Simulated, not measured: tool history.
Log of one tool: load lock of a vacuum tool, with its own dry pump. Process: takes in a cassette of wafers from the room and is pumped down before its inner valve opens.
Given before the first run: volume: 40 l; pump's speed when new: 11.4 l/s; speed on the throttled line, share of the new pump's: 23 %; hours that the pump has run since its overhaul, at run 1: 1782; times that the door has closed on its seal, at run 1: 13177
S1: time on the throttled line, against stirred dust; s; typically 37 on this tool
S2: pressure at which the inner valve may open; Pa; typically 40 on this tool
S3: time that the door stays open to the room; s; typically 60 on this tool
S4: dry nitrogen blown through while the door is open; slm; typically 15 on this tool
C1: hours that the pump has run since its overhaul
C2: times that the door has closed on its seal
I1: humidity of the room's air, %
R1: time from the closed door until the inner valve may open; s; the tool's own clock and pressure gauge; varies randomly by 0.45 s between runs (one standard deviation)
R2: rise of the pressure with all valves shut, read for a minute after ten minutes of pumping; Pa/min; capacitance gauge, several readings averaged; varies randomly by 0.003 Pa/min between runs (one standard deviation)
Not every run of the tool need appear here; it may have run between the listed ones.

run    hour  S1  S2   S3  S4    C1     C2    I1    R1     R2
  1       0  37  40   60  15  1782  13177  44.1  56.6  0.046
  2      96  37  40   60  15  1878  13519  41.7  56.5  0.043
  3     270  37  40   60  15  2052  14139  46.3  56.4   0.05
  4   457.7  37  40   60  15  2240  14807  43.1  56.5  0.048
  5     594  37  40   60  12  2376  15292  45.8  55.9   0.05
  6   793.8  37  40   39  12  2576  16004  43.7  55.8  0.048
  7   914.6  37  40   39  12  2697  16434  44.1  56.3  0.046
  8    1002  37  40   39  12  2784  16745  45.8  57.2  0.049
  9  1153.9  37  45   39  12  2936  17286  47.5  56.4  0.045
 10  1281.8  25  65  127  13  3064  17741  43.8  45.3  0.063
 11  1409.4  37  77  144  15  3192  18196  46.2    54   0.07
 12  1531.6  30  40   60  12  3314  18631  45.9  51.7  0.062
 13  1688.1  32  68   60  15  3470  19188  45.2  50.5  0.054
 14  1860.3  32  68   60  15  3643  19801  46.1  50.8   0.06
 15  2039.6  20  64  196  40  3822  20440  44.8  41.8  0.056
 16  2122.4  20  64  196  40  3905  20735  44.7  41.7  0.056
 17  2243.3  37  40   60   4  4025  21165  45.1  56.9   0.07
 18  2411.2  40  37   74   6  4193  21763  46.5  59.4  0.075

Forecast each of these 5 alternatives for the next run:
  A  2531.3  56  40   60  30  4314  22191  44.5   ?   ?
  B  2531.3  37  56  230   9  4314  22191  45.1   ?   ?
  C  2531.3  40  37   49   6  4314  22191  45.1   ?   ?
  D  2531.3  37  40   95  15  4314  22191  44.6   ?   ?
  E  2531.3  23  37  100   6  4314  22191  44.1   ?   ?

run    R1     R2
  A  70.7  0.054
  B  55.4  0.095
  C  58.6  0.063
  D  56.9  0.067
  E    47  0.078
Stripped of hidden state, with their random variation kept, the same runs would have yielded:
run    R1     R2
  A  69.9  0.029
  B  54.5   0.07
  C  57.7  0.038
  D  55.9  0.042
  E  45.9  0.053
